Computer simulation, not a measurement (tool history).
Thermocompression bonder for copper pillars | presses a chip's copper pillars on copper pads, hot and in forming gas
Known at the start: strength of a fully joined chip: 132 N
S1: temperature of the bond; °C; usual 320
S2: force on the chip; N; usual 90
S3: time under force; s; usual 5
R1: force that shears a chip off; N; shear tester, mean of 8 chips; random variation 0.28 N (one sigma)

Run 1, day 0: usual settings. Result: R1 62.4 N.
Run 2, day 1.104: usual settings. Result: R1 62.7 N.
Run 3, day 2.312: usual settings but S3 13 s. Result: R1 85.1 N.
Run 4, day 2.988: usual settings but S2 114 N. Result: R1 70.2 N.
Run 5, day 3.771: usual settings but S2 114 N. Result: R1 70.7 N.
Run 6, day 5.038: usual settings but S2 114 N. Result: R1 70.8 N.
Run 7, day 6.412: usual settings but S1 301 °C, S2 59 N, S3 10 s. Result: R1 53.7 N.
Run 8, day 7.692: usual settings but S1 301 °C, S2 59 N, S3 10 s. Result: R1 53.9 N.
Run 9, day 8.7: usual settings but S1 334 °C, S2 59 N, S3 10 s. Result: R1 71.2 N.
Run 10, day 9.462: usual settings but S1 331 °C, S2 71 N, S3 10 s. Result: R1 75.9 N.

Not shown: 1 entry that the log had between the listed runs. Between which runs, and how does the tool's hidden state differ before and after?
Between runs 4 and 5: forming gas filter changed (day 3.204)
  oxide that the forming gas leaves, % of the face: 0.82 -> 0.52
